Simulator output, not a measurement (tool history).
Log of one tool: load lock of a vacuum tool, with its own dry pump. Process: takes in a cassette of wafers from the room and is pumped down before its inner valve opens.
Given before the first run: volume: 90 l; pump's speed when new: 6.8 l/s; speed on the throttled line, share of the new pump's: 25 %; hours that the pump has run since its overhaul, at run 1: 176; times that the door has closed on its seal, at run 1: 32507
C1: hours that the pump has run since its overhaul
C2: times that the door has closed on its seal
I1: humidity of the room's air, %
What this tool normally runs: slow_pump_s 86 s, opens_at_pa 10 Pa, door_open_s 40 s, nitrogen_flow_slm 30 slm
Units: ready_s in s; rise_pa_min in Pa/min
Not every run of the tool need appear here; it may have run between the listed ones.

run 1 day=0 | slow_pump_s=86 opens_at_pa=10 door_open_s=40 nitrogen_flow_slm=30 | C1=176 C2=32507 | I1=44.5 | ready_s=185.3 rise_pa_min=0.023
run 2 day=16.133 | slow_pump_s=86 opens_at_pa=10 door_open_s=40 nitrogen_flow_slm=30 | C1=563 C2=34133 | I1=45.3 | ready_s=189.8 rise_pa_min=0.022
run 3 day=31.871 | slow_pump_s=86 opens_at_pa=13 door_open_s=40 nitrogen_flow_slm=30 | C1=941 C2=35718 | I1=46.9 | ready_s=183 rise_pa_min=0.024
run 4 day=51.392 | slow_pump_s=86 opens_at_pa=13 door_open_s=40 nitrogen_flow_slm=30 | C1=1410 C2=37686 | I1=42.3 | ready_s=184 rise_pa_min=0.02
run 5 day=75.017 | slow_pump_s=86 opens_at_pa=10 door_open_s=40 nitrogen_flow_slm=30 | C1=1977 C2=40066 | I1=42.1 | ready_s=186.7 rise_pa_min=0.023
run 6 day=91.275 | slow_pump_s=86 opens_at_pa=10 door_open_s=40 nitrogen_flow_slm=30 | C1=2367 C2=41705 | I1=47.9 | ready_s=187.8 rise_pa_min=0.018
run 7 day=105.692 | slow_pump_s=86 opens_at_pa=10 door_open_s=40 nitrogen_flow_slm=9 | C1=2713 C2=43157 | I1=46 | ready_s=187 rise_pa_min=0.039
run 8 day=129.167 | slow_pump_s=86 opens_at_pa=10 door_open_s=40 nitrogen_flow_slm=9 | C1=3276 C2=45523 | I1=42.1 | ready_s=186.8 rise_pa_min=0.032
run 9 day=146.562 | slow_pump_s=51 opens_at_pa=10 door_open_s=40 nitrogen_flow_slm=30 | C1=3694 C2=47276 | I1=44.6 | ready_s=161.5 rise_pa_min=0.021
run 10 day=165.871 | slow_pump_s=51 opens_at_pa=10 door_open_s=40 nitrogen_flow_slm=30 | C1=4157 C2=49222 | I1=47 | ready_s=161.8 rise_pa_min=0.02
run 11 day=180.475 | slow_pump_s=51 opens_at_pa=10 door_open_s=40 nitrogen_flow_slm=30 | C1=4508 C2=50694 | I1=44.6 | ready_s=160 rise_pa_min=0.018
run 12 day=195.267 | slow_pump_s=86 opens_at_pa=13 door_open_s=59 nitrogen_flow_slm=21 | C1=4863 C2=52184 | I1=43.1 | ready_s=184.1 rise_pa_min=0.031
-- day=203.758 door's seal changed, seat wiped
run 13 day=207.392 | slow_pump_s=86 opens_at_pa=13 door_open_s=59 nitrogen_flow_slm=21 | C1=5152 C2=366 | I1=46 | ready_s=181.4 rise_pa_min=0.029
run 14 day=230.521 | slow_pump_s=86 opens_at_pa=10 door_open_s=101 nitrogen_flow_slm=30 | C1=5707 C2=2697 | I1=43.5 | ready_s=188 rise_pa_min=0.031

The next listed run, before its measurement:
run 15 day=252.992 | slow_pump_s=86 opens_at_pa=11 door_open_s=186 nitrogen_flow_slm=30 | C1=6247 C2=4962 | I1=45.5 | ready_s=? rise_pa_min=?

For run 15 the tool returned ready_s 187 s, rise_pa_min 0.044 Pa/min.
Take away the tool's hidden state, keep the run-to-run variation as it was, and the same run would have given ready_s 186.9 s, rise_pa_min 0.044 Pa/min.
